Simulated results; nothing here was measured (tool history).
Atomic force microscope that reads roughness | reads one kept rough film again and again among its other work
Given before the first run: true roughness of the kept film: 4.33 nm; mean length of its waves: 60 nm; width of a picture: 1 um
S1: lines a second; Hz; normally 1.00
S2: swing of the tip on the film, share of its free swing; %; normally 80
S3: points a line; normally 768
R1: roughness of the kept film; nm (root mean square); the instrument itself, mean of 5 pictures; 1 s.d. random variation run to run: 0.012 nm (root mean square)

{"run": 1, "hour": 0.0, "S1": 1.0, "S2": 80, "S3": 768, "R1": 4.014}
{"run": 2, "hour": 10.4, "S1": 1.0, "S2": 80, "S3": 768, "R1": 3.99}
{"run": 3, "hour": 20.5, "S1": 1.0, "S2": 80, "S3": 768, "R1": 3.992}
{"run": 4, "hour": 33.7, "S1": 1.0, "S2": 75, "S3": 768, "R1": 3.958}
{"run": 5, "hour": 52.6, "S1": 1.0, "S2": 78, "S3": 768, "R1": 3.965}
{"run": 6, "hour": 69.9, "S1": 1.0, "S2": 78, "S3": 768, "R1": 3.945}
{"run": 7, "hour": 88.4, "S1": 1.0, "S2": 78, "S3": 768, "R1": 3.94}
{"run": 8, "hour": 108.8, "S1": 1.0, "S2": 78, "S3": 768, "R1": 3.945}
{"run": 9, "hour": 119.7, "S1": 1.0, "S2": 78, "S3": 768, "R1": 3.888}
{"hour": 126.1, "done": "new tip fitted"}
{"run": 10, "hour": 139.7, "S1": 1.0, "S2": 78, "S3": 768, "R1": 4.129}
{"hour": 142.0, "done": "height scale calibrated on a step standard"}
{"run": 11, "hour": 156.9, "S1": 1.52, "S2": 88, "S3": 768, "R1": 3.931}
{"run": 12, "hour": 171.7, "S1": 1.52, "S2": 88, "S3": 768, "R1": 3.929}
{"run": 13, "hour": 186.4, "S1": 0.83, "S2": 72, "S3": 639, "R1": 4.112}
{"run": 14, "hour": 198.3, "S1": 2.31, "S2": 72, "S3": 846, "R1": 3.986}
{"run": 15, "hour": 209.6, "S1": 2.31, "S2": 72, "S3": 846, "R1": 3.967}

Branching from run 15: 3 alternative next runs. What would each branch give?
{"run": "A", "hour": 225.0, "S1": 3.11, "S2": 62, "S3": 442, "R1": "?"}
{"run": "B", "hour": 225.0, "S1": 2.31, "S2": 76, "S3": 846, "R1": "?"}
{"run": "C", "hour": 225.0, "S1": 3.06, "S2": 55, "S3": 263, "R1": "?"}

run=A R1=3.999
run=B R1=3.917
run=C R1=4.054
The same runs, with their run-to-run variation unchanged, on a tool lacking any hidden condition would have given:
run=A R1=4.083
run=B R1=3.999
run=C R1=4.139
